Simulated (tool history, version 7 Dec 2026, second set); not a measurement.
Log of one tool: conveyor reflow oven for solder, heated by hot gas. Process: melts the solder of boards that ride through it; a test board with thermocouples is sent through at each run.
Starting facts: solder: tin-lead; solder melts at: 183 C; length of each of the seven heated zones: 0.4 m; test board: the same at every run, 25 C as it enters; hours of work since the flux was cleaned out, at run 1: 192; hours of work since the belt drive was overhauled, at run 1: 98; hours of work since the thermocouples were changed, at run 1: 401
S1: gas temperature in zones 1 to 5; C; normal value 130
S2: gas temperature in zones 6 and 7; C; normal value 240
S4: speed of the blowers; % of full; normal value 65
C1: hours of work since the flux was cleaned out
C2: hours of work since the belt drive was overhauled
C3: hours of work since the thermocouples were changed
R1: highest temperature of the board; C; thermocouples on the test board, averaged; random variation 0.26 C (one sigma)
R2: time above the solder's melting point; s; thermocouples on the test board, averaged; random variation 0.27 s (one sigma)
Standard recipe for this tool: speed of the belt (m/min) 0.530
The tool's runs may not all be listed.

run 1 hour=0.0 | S1=130 S2=240 speed_of_the_belt_(m/min)=0.530 S4=65 | C1=192 C2=98 C3=401 | R1=213.3 R2=59.3
run 2 hour=10.8 | S1=130 S2=240 speed_of_the_belt_(m/min)=0.530 S4=65 | C1=197 C2=103 C3=406 | R1=213.4 R2=58.9
run 3 hour=22.3 | S1=130 S2=240 speed_of_the_belt_(m/min)=0.530 S4=65 | C1=202 C2=108 C3=412 | R1=213.1 R2=59.0
run 4 hour=37.7 | S1=130 S2=240 speed_of_the_belt_(m/min)=0.530 S4=65 | C1=209 C2=115 C3=419 | R1=212.8 R2=58.2
run 5 hour=46.5 | S1=130 S2=240 speed_of_the_belt_(m/min)=0.530 S4=65 | C1=213 C2=119 C3=423 | R1=212.7 R2=58.8
run 6 hour=54.0 | S1=130 S2=240 speed_of_the_belt_(m/min)=0.530 S4=65 | C1=217 C2=123 C3=426 | R1=213.0 R2=59.0
run 7 hour=65.1 | S1=130 S2=240 speed_of_the_belt_(m/min)=0.605 S4=65 | C1=222 C2=128 C3=432 | R1=206.5 R2=43.9
-- hour=80.6 flux residue cleaned out of gas plates and filters
run 8 hour=86.8 | S1=130 S2=240 speed_of_the_belt_(m/min)=0.446 S4=65 | C1=3 C2=136 C3=439 | R1=221.4 R2=82.0
run 9 hour=94.8 | S1=130 S2=230 speed_of_the_belt_(m/min)=0.530 S4=65 | C1=7 C2=139 C3=443 | R1=207.5 R2=52.4
run 10 hour=107.1 | S1=130 S2=240 speed_of_the_belt_(m/min)=0.530 S4=51 | C1=12 C2=145 C3=449 | R1=210.6 R2=55.1
run 11 hour=115.8 | S1=130 S2=240 speed_of_the_belt_(m/min)=0.530 S4=51 | C1=16 C2=149 C3=453 | R1=210.6 R2=55.3
run 12 hour=131.6 | S1=130 S2=240 speed_of_the_belt_(m/min)=0.530 S4=51 | C1=24 C2=156 C3=460 | R1=210.7 R2=55.5
run 13 hour=138.5 | S1=130 S2=240 speed_of_the_belt_(m/min)=0.530 S4=64 | C1=27 C2=160 C3=463 | R1=214.7 R2=60.9
run 14 hour=153.8 | S1=130 S2=240 speed_of_the_belt_(m/min)=0.530 S4=65 | C1=34 C2=167 C3=471 | R1=215.2 R2=61.6
run 15 hour=165.1 | S1=130 S2=240 speed_of_the_belt_(m/min)=0.530 S4=65 | C1=39 C2=172 C3=476 | R1=214.8 R2=61.4
run 16 hour=175.1 | S1=130 S2=240 speed_of_the_belt_(m/min)=0.530 S4=65 | C1=44 C2=177 C3=480 | R1=214.9 R2=61.0
run 17 hour=188.9 | S1=121 S2=234 speed_of_the_belt_(m/min)=0.497 S4=50 | C1=50 C2=183 C3=487 | R1=205.9 R2=49.7
run 18 hour=200.2 | S1=121 S2=234 speed_of_the_belt_(m/min)=0.497 S4=50 | C1=56 C2=188 C3=492 | R1=205.9 R2=49.8
run 19 hour=208.5 | S1=121 S2=252 speed_of_the_belt_(m/min)=0.476 S4=57 | C1=60 C2=192 C3=496 | R1=224.9 R2=74.7
run 20 hour=220.6 | S1=121 S2=252 speed_of_the_belt_(m/min)=0.476 S4=57 | C1=65 C2=198 C3=502 | R1=224.4 R2=74.6
run 21 hour=236.6 | S1=130 S2=242 speed_of_the_belt_(m/min)=0.530 S4=80 | C1=73 C2=205 C3=509 | R1=219.3 R2=66.6
run 22 hour=246.7 | S1=130 S2=244 speed_of_the_belt_(m/min)=0.618 S4=80 | C1=77 C2=210 C3=514 | R1=214.9 R2=51.5
run 23 hour=257.7 | S1=130 S2=243 speed_of_the_belt_(m/min)=0.563 S4=65 | C1=82 C2=215 C3=519 | R1=213.9 R2=56.1
run 24 hour=266.5 | S1=142 S2=240 speed_of_the_belt_(m/min)=0.586 S4=65 | C1=87 C2=219 C3=523 | R1=213.5 R2=56.6
run 25 hour=277.0 | S1=140 S2=240 speed_of_the_belt_(m/min)=0.605 S4=65 | C1=91 C2=224 C3=528 | R1=211.2 R2=52.2
run 26 hour=290.6 | S1=143 S2=236 speed_of_the_belt_(m/min)=0.547 S4=79 | C1=98 C2=231 C3=534 | R1=216.3 R2=65.5
run 27 hour=300.8 | S1=143 S2=236 speed_of_the_belt_(m/min)=0.547 S4=79 | C1=103 C2=235 C3=539 | R1=216.5 R2=65.4
run 28 hour=316.7 | S1=130 S2=240 speed_of_the_belt_(m/min)=0.530 S4=66 | C1=110 C2=243 C3=546 | R1=214.4 R2=60.6
run 29 hour=333.1 | S1=130 S2=240 speed_of_the_belt_(m/min)=0.442 S4=84 | C1=118 C2=250 C3=554 | R1=224.5 R2=85.8
run 30 hour=342.8 | S1=130 S2=240 speed_of_the_belt_(m/min)=0.442 S4=84 | C1=122 C2=255 C3=559 | R1=224.8 R2=85.7
run 31 hour=354.0 | S1=130 S2=245 speed_of_the_belt_(m/min)=0.530 S4=78 | C1=127 C2=260 C3=564 | R1=220.9 R2=67.6

3 ways to go on from here, each from the tool as it stands after run 31. What would each give?
run A hour=370.2 | S1=130 S2=247 speed_of_the_belt_(m/min)=0.449 S4=56 | C1=135 C2=268 C3=571 | R1=? R2=?
run B hour=370.2 | S1=130 S2=244 speed_of_the_belt_(m/min)=0.586 S4=65 | C1=135 C2=268 C3=571 | R1=? R2=?
run C hour=370.2 | S1=130 S2=245 speed_of_the_belt_(m/min)=0.581 S4=78 | C1=135 C2=268 C3=571 | R1=? R2=?

run=A R1=223.7 R2=83.0
run=B R1=212.5 R2=52.3
run=C R1=217.3 R2=57.7
Had the tool no hidden state, the same runs would have come out as:
run=A R1=225.5 R2=84.5
run=B R1=214.7 R2=54.6
run=C R1=219.6 R2=59.7

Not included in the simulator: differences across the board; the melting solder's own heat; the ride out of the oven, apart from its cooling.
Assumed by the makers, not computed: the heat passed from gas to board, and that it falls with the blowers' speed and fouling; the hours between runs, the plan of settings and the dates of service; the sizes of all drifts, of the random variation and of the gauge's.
